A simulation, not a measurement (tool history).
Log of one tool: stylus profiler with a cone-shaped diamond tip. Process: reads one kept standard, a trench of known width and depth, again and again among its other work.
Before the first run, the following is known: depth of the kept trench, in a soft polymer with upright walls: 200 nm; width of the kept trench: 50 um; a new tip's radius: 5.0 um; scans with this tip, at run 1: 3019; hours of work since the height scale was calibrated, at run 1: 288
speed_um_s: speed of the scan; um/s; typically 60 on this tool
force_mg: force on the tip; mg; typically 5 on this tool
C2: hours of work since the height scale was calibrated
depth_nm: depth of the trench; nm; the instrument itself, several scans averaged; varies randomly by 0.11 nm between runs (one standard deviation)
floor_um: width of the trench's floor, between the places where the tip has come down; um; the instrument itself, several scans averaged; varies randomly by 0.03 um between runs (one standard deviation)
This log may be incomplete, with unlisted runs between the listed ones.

Run 1, hour 0: usual settings; scans with this tip 3019; C2 288. Result: depth_nm 203.47 nm, floor_um 46.9 um.
Run 2, hour 20.3: usual settings; scans with this tip 3112; C2 297. Result: depth_nm 203.52 nm, floor_um 46.87 um.
Run 3, hour 34.5: usual settings; scans with this tip 3177; C2 303. Result: depth_nm 203.45 nm, floor_um 46.85 um.
Run 4, hour 57.7: usual settings but speed_um_s 17 um/s; scans with this tip 3282; C2 313. Result: depth_nm 203.41 nm, floor_um 47.03 um.
Run 5, hour 81.2: usual settings but speed_um_s 17 um/s; scans with this tip 3389; C2 323. Result: depth_nm 203.44 nm, floor_um 46.93 um.
Run 6, hour 108.9: usual settings; scans with this tip 3516; C2 335. Result: depth_nm 203.39 nm, floor_um 46.89 um.
Run 7, hour 123.1: usual settings; scans with this tip 3580; C2 341. Result: depth_nm 203.29 nm, floor_um 46.9 um.
Run 8, hour 139.1: usual settings; scans with this tip 3653; C2 348. Result: depth_nm 203.42 nm, floor_um 46.92 um.
Run 9, hour 165.3: usual settings; scans with this tip 3773; C2 360. Result: depth_nm 203.47 nm, floor_um 46.85 um.
Run 10, hour 181.6: usual settings; scans with this tip 3847; C2 367. Result: depth_nm 203.27 nm, floor_um 46.89 um.
Run 11, hour 198.1: usual settings; scans with this tip 3922; C2 374. Result: depth_nm 203.42 nm, floor_um 46.87 um.
Run 12, hour 218.7: usual settings but speed_um_s 160 um/s; scans with this tip 4016; C2 383. Result: depth_nm 203.34 nm, floor_um 46.61 um.
Run 13, hour 232.9: usual settings but force_mg 7.39 mg; scans with this tip 4081; C2 389. Result: depth_nm 204.54 nm, floor_um 46.86 um.
Run 14, hour 244.2: usual settings but force_mg 7.39 mg; scans with this tip 4133; C2 394. Result: depth_nm 204.51 nm, floor_um 46.91 um.
Run 15, hour 257.2: usual settings but force_mg 7.39 mg; scans with this tip 4192; C2 400. Result: depth_nm 204.52 nm, floor_um 46.89 um.
Run 16, hour 276.5: usual settings but speed_um_s 147 um/s; scans with this tip 4280; C2 408. Result: depth_nm 203.32 nm, floor_um 46.58 um.
Run 17, hour 292.1: usual settings but speed_um_s 147 um/s; scans with this tip 4351; C2 415. Result: depth_nm 203.46 nm, floor_um 46.63 um.
Run 18, hour 307.4: usual settings but speed_um_s 147 um/s; scans with this tip 4421; C2 422. Result: depth_nm 203.35 nm, floor_um 46.58 um.
Run 19, hour 330.7: usual settings but speed_um_s 147 um/s, force_mg 12.61 mg; scans with this tip 4527; C2 432. Result: depth_nm 206.7 nm, floor_um 46.8 um.
Run 20, hour 343.9: usual settings; scans with this tip 4587; C2 438. Result: depth_nm 203.29 nm, floor_um 46.76 um.
Run 21, hour 355.5: usual settings; scans with this tip 4640; C2 443. Result: depth_nm 203.37 nm, floor_um 46.83 um.
Run 22, hour 374.6: usual settings; scans with this tip 4727; C2 451. Result: depth_nm 203.25 nm, floor_um 46.82 um.
Run 23, hour 391.5: usual settings but speed_um_s 51 um/s; scans with this tip 4804; C2 458. Result: depth_nm 203.28 nm, floor_um 46.84 um.
Run 24, hour 417.5: usual settings but speed_um_s 51 um/s; scans with this tip 4923; C2 470. Result: depth_nm 203.37 nm, floor_um 46.78 um.
Run 25, hour 431.1: usual settings but speed_um_s 51 um/s; scans with this tip 4985; C2 475. Result: depth_nm 203.29 nm, floor_um 46.8 um.
Run 26, hour 444.1: usual settings but speed_um_s 162 um/s, force_mg 2.36 mg; scans with this tip 5044; C2 481. Result: depth_nm 201.9 nm, floor_um 46.37 um.
Run 27, hour 469.6: usual settings but speed_um_s 140 um/s, force_mg 2.36 mg; scans with this tip 5160; C2 492. Result: depth_nm 201.75 nm, floor_um 46.43 um.
Run 28, hour 492.2: usual settings but speed_um_s 156 um/s; scans with this tip 5263; C2 502. Result: depth_nm 203.28 nm, floor_um 46.51 um.
Run 29, hour 505.5: usual settings but speed_um_s 149 um/s; scans with this tip 5324; C2 508. Result: depth_nm 203.18 nm, floor_um 46.58 um.
Run 30, hour 520.4: usual settings but speed_um_s 179 um/s, force_mg 4.62 mg; scans with this tip 5392; C2 514. Result: depth_nm 203.05 nm, floor_um 46.49 um.
Run 31, hour 541.4: usual settings but speed_um_s 179 um/s, force_mg 4.62 mg; scans with this tip 5488; C2 523. Result: depth_nm 202.83 nm, floor_um 46.45 um.
Run 32, hour 562.9: usual settings but speed_um_s 179 um/s, force_mg 4.62 mg; scans with this tip 5586; C2 533. Result: depth_nm 203.01 nm, floor_um 46.46 um.
Run 33, hour 575.7: usual settings but speed_um_s 179 um/s, force_mg 4.62 mg; scans with this tip 5644; C2 538. Result: depth_nm 203.05 nm, floor_um 46.43 um.
Run 34, hour 599.8: usual settings but speed_um_s 156 um/s, force_mg 6.46 mg; scans with this tip 5754; C2 549. Result: depth_nm 203.8 nm, floor_um 46.56 um.
Run 35, hour 618.8: usual settings but speed_um_s 70 um/s, force_mg 2.42 mg; scans with this tip 5841; C2 557. Result: depth_nm 201.73 nm, floor_um 46.67 um.
Run 36, hour 644: usual settings but speed_um_s 24 um/s, force_mg 3.18 mg; scans with this tip 5955; C2 568. Result: depth_nm 202.11 nm, floor_um 46.83 um.
Run 37, hour 666.2: usual settings but speed_um_s 101 um/s, force_mg 1.91 mg; scans with this tip 6057; C2 578. Result: depth_nm 201.35 nm, floor_um 46.56 um.
Run 38, hour 686.7: usual settings but speed_um_s 101 um/s, force_mg 1.91 mg; scans with this tip 6150; C2 587. Result: depth_nm 201.42 nm, floor_um 46.51 um.
Run 39, hour 711.9: usual settings but speed_um_s 40 um/s; scans with this tip 6265; C2 598. Result: depth_nm 203.16 nm, floor_um 46.74 um.
Run 40, hour 728.2: usual settings but force_mg 8.79 mg; scans with this tip 6339; C2 605. Result: depth_nm 204.87 nm, floor_um 46.79 um.
Run 41, hour 745.2: usual settings but speed_um_s 21 um/s, force_mg 8.74 mg; scans with this tip 6417; C2 612. Result: depth_nm 204.85 nm, floor_um 46.83 um.
Run 42, hour 766: usual settings but speed_um_s 57 um/s, force_mg 2.6 mg; scans with this tip 6512; C2 621. Result: depth_nm 201.69 nm, floor_um 46.69 um.
Run 43, hour 782.4: usual settings but speed_um_s 68 um/s, force_mg 3.89 mg; scans with this tip 6586; C2 628. Result: depth_nm 202.57 nm, floor_um 46.73 um.

Hidden state or all else? Some run-to-run changes of depth_nm, split into what the settings, what came in and random variation would give without the hidden state, and what is left for the hidden state (with any gauge scatter that isn't in both results):
Unlogged tool condition in this case: radius of the tip, um; height scale over the true one, %; drift of the gauge itself on depth_nm, %; drift of the gauge itself on floor_um, %.
Run 8 -> 9: no setting changed, nothing entered. depth_nm +0.05 nm: hidden state -0.02, all else +0.07.
Run 18 -> 19: force_mg 5 -> 12.61. depth_nm +3.35 nm: hidden state -0.02, all else +3.37.
Run 19 -> 20: speed_um_s 147 -> 60, force_mg 12.61 -> 5. depth_nm -3.41 nm: hidden state +0, all else -3.41.
Run 33 -> 34: speed_um_s 179 -> 156, force_mg 4.62 -> 6.46. depth_nm +0.75 nm: hidden state -0.02, all else +0.77.
Run 41 -> 42: speed_um_s 21 -> 57, force_mg 8.74 -> 2.6. depth_nm -3.16 nm: hidden state +0, all else -3.16.

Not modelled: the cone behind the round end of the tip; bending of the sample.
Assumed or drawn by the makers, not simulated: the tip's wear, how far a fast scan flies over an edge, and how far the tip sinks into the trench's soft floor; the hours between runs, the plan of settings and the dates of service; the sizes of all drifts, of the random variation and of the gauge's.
